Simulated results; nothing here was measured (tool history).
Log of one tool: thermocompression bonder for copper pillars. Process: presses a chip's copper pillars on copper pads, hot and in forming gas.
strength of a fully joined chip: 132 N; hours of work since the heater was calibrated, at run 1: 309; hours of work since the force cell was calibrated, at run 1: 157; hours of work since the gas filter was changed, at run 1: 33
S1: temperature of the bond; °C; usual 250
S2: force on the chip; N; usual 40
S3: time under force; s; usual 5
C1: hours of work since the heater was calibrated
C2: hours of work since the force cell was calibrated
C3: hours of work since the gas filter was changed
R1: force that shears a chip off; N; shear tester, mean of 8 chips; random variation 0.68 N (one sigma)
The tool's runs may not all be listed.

{"run": 1, "hour": 0.0, "S1": 250, "S2": 40, "S3": 5, "C1": 309, "C2": 157, "C3": 33, "R1": 84.9}
{"run": 2, "hour": 31.0, "S1": 250, "S2": 46, "S3": 5, "C1": 330, "C2": 179, "C3": 55, "R1": 91.5}
{"run": 3, "hour": 71.8, "S1": 275, "S2": 40, "S3": 5, "C1": 359, "C2": 208, "C3": 84, "R1": 107.4}
{"run": 4, "hour": 88.9, "S1": 275, "S2": 40, "S3": 5, "C1": 371, "C2": 220, "C3": 96, "R1": 108.8}
{"run": 5, "hour": 110.7, "S1": 275, "S2": 55, "S3": 5, "C1": 386, "C2": 235, "C3": 111, "R1": 117.0}
{"run": 6, "hour": 140.8, "S1": 275, "S2": 55, "S3": 5, "C1": 407, "C2": 256, "C3": 132, "R1": 118.1}
{"run": 7, "hour": 165.9, "S1": 250, "S2": 35, "S3": 5, "C1": 425, "C2": 274, "C3": 150, "R1": 78.4}
{"run": 8, "hour": 184.7, "S1": 250, "S2": 35, "S3": 5, "C1": 438, "C2": 287, "C3": 163, "R1": 77.9}
{"run": 9, "hour": 207.6, "S1": 250, "S2": 40, "S3": 4, "C1": 454, "C2": 303, "C3": 179, "R1": 80.2}
{"hour": 224.1, "done": "forming gas filter changed"}
{"run": 10, "hour": 247.9, "S1": 250, "S2": 31, "S3": 4, "C1": 482, "C2": 331, "C3": 17, "R1": 67.3}
{"run": 11, "hour": 274.7, "S1": 250, "S2": 31, "S3": 4, "C1": 501, "C2": 349, "C3": 35, "R1": 67.2}
{"run": 12, "hour": 315.8, "S1": 250, "S2": 40, "S3": 10, "C1": 530, "C2": 378, "C3": 64, "R1": 101.9}
{"run": 13, "hour": 345.6, "S1": 250, "S2": 40, "S3": 10, "C1": 551, "C2": 399, "C3": 85, "R1": 103.3}
{"run": 14, "hour": 376.4, "S1": 250, "S2": 40, "S3": 10, "C1": 572, "C2": 421, "C3": 107, "R1": 101.4}
{"run": 15, "hour": 408.7, "S1": 250, "S2": 40, "S3": 10, "C1": 595, "C2": 443, "C3": 129, "R1": 102.3}
{"run": 16, "hour": 437.1, "S1": 250, "S2": 44, "S3": 5, "C1": 615, "C2": 463, "C3": 149, "R1": 89.8}
{"run": 17, "hour": 459.0, "S1": 250, "S2": 40, "S3": 5, "C1": 630, "C2": 479, "C3": 165, "R1": 85.4}
{"hour": 494.3, "done": "forming gas filter changed"}
{"run": 18, "hour": 494.7, "S1": 250, "S2": 40, "S3": 5, "C1": 655, "C2": 503, "C3": 0, "R1": 85.9}
{"run": 19, "hour": 518.5, "S1": 276, "S2": 45, "S3": 6, "C1": 671, "C2": 520, "C3": 17, "R1": 116.9}
{"run": 20, "hour": 543.7, "S1": 276, "S2": 45, "S3": 6, "C1": 689, "C2": 538, "C3": 35, "R1": 117.3}
{"run": 21, "hour": 571.5, "S1": 276, "S2": 45, "S3": 6, "C1": 709, "C2": 557, "C3": 54, "R1": 116.9}
{"run": 22, "hour": 587.9, "S1": 253, "S2": 45, "S3": 14, "C1": 720, "C2": 569, "C3": 66, "R1": 116.7}
{"run": 23, "hour": 617.5, "S1": 262, "S2": 46, "S3": 7, "C1": 741, "C2": 589, "C3": 86, "R1": 111.2}
{"run": 24, "hour": 643.4, "S1": 224, "S2": 48, "S3": 5, "C1": 759, "C2": 608, "C3": 105, "R1": 68.1}
{"run": 25, "hour": 681.2, "S1": 222, "S2": 40, "S3": 5, "C1": 785, "C2": 634, "C3": 131, "R1": 57.6}
{"run": 26, "hour": 718.9, "S1": 230, "S2": 40, "S3": 5, "C1": 812, "C2": 660, "C3": 157, "R1": 64.6}
{"run": 27, "hour": 758.0, "S1": 252, "S2": 40, "S3": 5, "C1": 839, "C2": 688, "C3": 185, "R1": 87.1}
{"hour": 767.0, "done": "forming gas filter changed"}
{"run": 28, "hour": 797.4, "S1": 252, "S2": 40, "S3": 5, "C1": 867, "C2": 715, "C3": 21, "R1": 88.5}
{"run": 29, "hour": 829.0, "S1": 273, "S2": 40, "S3": 11, "C1": 889, "C2": 737, "C3": 43, "R1": 119.9}
{"run": 30, "hour": 857.4, "S1": 248, "S2": 27, "S3": 4, "C1": 909, "C2": 757, "C3": 63, "R1": 58.2}
{"run": 31, "hour": 886.8, "S1": 250, "S2": 26, "S3": 8, "C1": 929, "C2": 778, "C3": 84, "R1": 75.5}
{"run": 32, "hour": 910.4, "S1": 250, "S2": 26, "S3": 8, "C1": 946, "C2": 794, "C3": 101, "R1": 75.5}
{"run": 33, "hour": 940.7, "S1": 252, "S2": 30, "S3": 8, "C1": 967, "C2": 816, "C3": 122, "R1": 84.8}
{"run": 34, "hour": 959.8, "S1": 225, "S2": 57, "S3": 9, "C1": 980, "C2": 829, "C3": 135, "R1": 92.7}
{"run": 35, "hour": 990.2, "S1": 235, "S2": 57, "S3": 8, "C1": 1002, "C2": 850, "C3": 156, "R1": 99.0}

3 ways to go on from here, each from the tool as it stands after run 35. What would each give?
{"run": "A", "hour": 1016.2, "S1": 229, "S2": 48, "S3": 8, "C1": 1020, "C2": 868, "C3": 175, "R1": "?"}
{"run": "B", "hour": 1016.2, "S1": 243, "S2": 57, "S3": 8, "C1": 1020, "C2": 868, "C3": 175, "R1": "?"}
{"run": "C", "hour": 1016.2, "S1": 227, "S2": 57, "S3": 8, "C1": 1020, "C2": 868, "C3": 175, "R1": "?"}

run=A R1=84.3
run=B R1=107.4
run=C R1=91.1
Without the tool's hidden state the same runs would have given:
run=A R1=84.1
run=B R1=107.4
run=C R1=90.9
